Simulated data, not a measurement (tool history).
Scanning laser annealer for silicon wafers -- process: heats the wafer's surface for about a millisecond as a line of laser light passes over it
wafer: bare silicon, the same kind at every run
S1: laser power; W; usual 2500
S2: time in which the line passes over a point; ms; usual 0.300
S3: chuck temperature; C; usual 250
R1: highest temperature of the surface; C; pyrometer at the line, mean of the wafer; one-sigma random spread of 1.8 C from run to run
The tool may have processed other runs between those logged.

{"run": 1, "hour": 0.0, "S1": 2500, "S2": 0.3, "S3": 250, "R1": 990}
{"run": 2, "hour": 14.3, "S1": 2500, "S2": 0.347, "S3": 250, "R1": 1048}
{"run": 3, "hour": 31.2, "S1": 2500, "S2": 0.347, "S3": 250, "R1": 1042}
{"run": 4, "hour": 42.0, "S1": 2500, "S2": 0.3, "S3": 250, "R1": 992}
{"run": 5, "hour": 56.9, "S1": 2500, "S2": 0.3, "S3": 250, "R1": 992}
{"run": 6, "hour": 72.4, "S1": 2500, "S2": 0.3, "S3": 250, "R1": 991}
{"run": 7, "hour": 82.2, "S1": 2500, "S2": 0.3, "S3": 250, "R1": 989}
{"run": 8, "hour": 95.9, "S1": 2500, "S2": 0.3, "S3": 250, "R1": 990}
{"run": 9, "hour": 111.2, "S1": 2233, "S2": 0.3, "S3": 250, "R1": 907}
{"run": 10, "hour": 128.3, "S1": 2233, "S2": 0.3, "S3": 250, "R1": 914}
{"run": 11, "hour": 139.6, "S1": 2233, "S2": 0.3, "S3": 250, "R1": 911}
{"run": 12, "hour": 152.4, "S1": 2233, "S2": 0.3, "S3": 250, "R1": 909}
{"run": 13, "hour": 165.7, "S1": 2233, "S2": 0.3, "S3": 250, "R1": 908}
{"run": 14, "hour": 177.8, "S1": 2233, "S2": 0.3, "S3": 250, "R1": 907}
{"run": 15, "hour": 186.4, "S1": 2500, "S2": 0.3, "S3": 235, "R1": 968}
{"run": 16, "hour": 203.0, "S1": 2500, "S2": 0.3, "S3": 240, "R1": 976}
{"run": 17, "hour": 216.3, "S1": 2500, "S2": 0.3, "S3": 240, "R1": 972}
{"run": 18, "hour": 226.1, "S1": 2500, "S2": 0.3, "S3": 250, "R1": 984}
{"run": 19, "hour": 243.3, "S1": 2500, "S2": 0.3, "S3": 250, "R1": 992}
{"run": 20, "hour": 260.3, "S1": 2500, "S2": 0.3, "S3": 250, "R1": 991}
{"run": 21, "hour": 268.6, "S1": 2295, "S2": 0.3, "S3": 250, "R1": 933}
{"run": 22, "hour": 277.3, "S1": 2295, "S2": 0.3, "S3": 250, "R1": 930}
{"run": 23, "hour": 290.1, "S1": 2295, "S2": 0.278, "S3": 250, "R1": 907}
{"run": 24, "hour": 303.4, "S1": 2295, "S2": 0.278, "S3": 250, "R1": 905}
{"run": 25, "hour": 316.7, "S1": 2554, "S2": 0.279, "S3": 245, "R1": 974}
{"run": 26, "hour": 334.0, "S1": 2235, "S2": 0.361, "S3": 250, "R1": 978}
{"run": 27, "hour": 347.3, "S1": 2500, "S2": 0.221, "S3": 250, "R1": 887}
{"run": 28, "hour": 363.4, "S1": 2500, "S2": 0.233, "S3": 250, "R1": 903}
{"run": 29, "hour": 370.6, "S1": 2190, "S2": 0.3, "S3": 250, "R1": 900}
{"run": 30, "hour": 378.9, "S1": 2190, "S2": 0.3, "S3": 250, "R1": 898}
{"run": 31, "hour": 392.0, "S1": 2190, "S2": 0.3, "S3": 250, "R1": 903}
{"run": 32, "hour": 399.1, "S1": 2191, "S2": 0.347, "S3": 250, "R1": 948}
{"run": 33, "hour": 409.3, "S1": 2416, "S2": 0.292, "S3": 245, "R1": 952}
{"run": 34, "hour": 424.8, "S1": 2388, "S2": 0.296, "S3": 250, "R1": 952}
{"run": 35, "hour": 437.6, "S1": 2500, "S2": 0.3, "S3": 247, "R1": 987}
{"run": 36, "hour": 449.4, "S1": 2707, "S2": 0.3, "S3": 281, "R1": 1083}
{"run": 37, "hour": 462.4, "S1": 2596, "S2": 0.226, "S3": 244, "R1": 907}
{"run": 38, "hour": 469.8, "S1": 2314, "S2": 0.377, "S3": 244, "R1": 1011}
{"run": 39, "hour": 482.2, "S1": 2738, "S2": 0.283, "S3": 218, "R1": 998}
{"run": 40, "hour": 495.5, "S1": 2500, "S2": 0.212, "S3": 250, "R1": 867}
{"run": 41, "hour": 503.0, "S1": 2596, "S2": 0.379, "S3": 286, "R1": 1146}
{"run": 42, "hour": 518.8, "S1": 2596, "S2": 0.379, "S3": 286, "R1": 1145}

Missing from the log above: 2 entries noted between runs. For each, name the pair of listed runs it sits between and say how the tool's hidden condition differs from the listed run just before to the listed run just after:
Logged between run 12 and run 13: optics aligned, line set to its width (hour 158.4)
  light that passes the window, % of a clean one's: 99.13 -> 99.11; width of the line over the set one, %: 2.23 -> 2.7
  measured result minus the result with no hidden state, R1: -13 -> -15 C
Logged between run 18 and run 19: optics aligned, line set to its width, once more (hour 233.2)
  light that passes the window, % of a clean one's: 98.94 -> 98.91; width of the line over the set one, %: 2.75 -> 0.1
  measured result minus the result with no hidden state, R1: -17 -> -8 C

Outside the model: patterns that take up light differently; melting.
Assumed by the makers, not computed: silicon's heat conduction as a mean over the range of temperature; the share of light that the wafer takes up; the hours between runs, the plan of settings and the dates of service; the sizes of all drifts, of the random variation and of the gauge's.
